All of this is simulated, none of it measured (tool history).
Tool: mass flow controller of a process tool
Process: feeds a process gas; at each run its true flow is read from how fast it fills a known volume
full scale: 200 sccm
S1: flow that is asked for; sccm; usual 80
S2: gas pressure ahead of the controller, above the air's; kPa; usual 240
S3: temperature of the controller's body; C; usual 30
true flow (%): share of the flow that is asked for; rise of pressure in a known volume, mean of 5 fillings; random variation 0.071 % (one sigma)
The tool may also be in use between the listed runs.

Run 1, hour 0: usual settings. Result: true flow (%) 100.65.
Run 2, hour 203.4: usual settings but S1 95 sccm. Result: true flow (%) 100.78.
Run 3, hour 360.7: usual settings but S1 95 sccm. Result: true flow (%) 100.88.
Run 4, hour 531.8: usual settings but S1 167 sccm. Result: true flow (%) 100.87.
Run 5, hour 860: usual settings but S1 167 sccm. Result: true flow (%) 100.89.
Run 6, hour 1190.8: usual settings but S2 142 kPa. Result: true flow (%) 100.94.
Run 7, hour 1496.5: usual settings but S2 142 kPa. Result: true flow (%) 101.23.
At hour 1525.7: controller's zero set anew.
Run 8, hour 1770.9: usual settings but S2 142 kPa. Result: true flow (%) 101.68.
Run 9, hour 1932: usual settings. Result: true flow (%) 101.85.
At hour 2070.5: controller's zero set anew, once more.
Run 10, hour 2229.7: usual settings. Result: true flow (%) 101.
Run 11, hour 2535: usual settings but S1 24 sccm, S2 215 kPa, S3 36 C. Result: true flow (%) 101.67.
Run 12, hour 2776.1: usual settings but S1 24 sccm, S2 237 kPa, S3 36 C. Result: true flow (%) 101.83.
Run 13, hour 2925.4: usual settings but S1 24 sccm, S2 237 kPa, S3 36 C. Result: true flow (%) 101.85.
Run 14, hour 3258.3: usual settings but S1 115 sccm, S2 140 kPa, S3 22 C. Result: true flow (%) 100.91.
Run 15, hour 3419.9: usual settings but S1 50 sccm, S2 280 kPa, S3 29 C. Result: true flow (%) 101.75.
Run 16, hour 3583.9: usual settings but S1 119 sccm, S2 280 kPa, S3 29 C. Result: true flow (%) 101.79.
Run 17, hour 3845.8: usual settings but S1 108 sccm. Result: true flow (%) 101.81.
Run 18, hour 4093.4: usual settings but S1 22 sccm. Result: true flow (%) 102.74.
Run 19, hour 4420.6: usual settings but S1 22 sccm. Result: true flow (%) 103.13.
Run 20, hour 4670.9: usual settings but S1 37 sccm, S2 165 kPa, S3 27 C. Result: true flow (%) 102.34.

The same runs without the tool's hidden state, with the same run-to-run variation:
The hidden state here: flow at rest that the sensor doesn't see, % of full scale; true flow over the shown one, %; drift of the gauge itself on true_pct, %.
run  true flow (%)
  1         100.02
  2         100.11
  3         100.14
  4         100.19
  5         100.09
  6          99.77
  7           99.9
  8            100
  9          100.1
 10          99.98
 11          100.3
 12         100.25
 13         100.13
 14          99.49
 15         100.02
 16         100.24
 17         100.13
 18          99.84
 19          99.93
 20          99.63
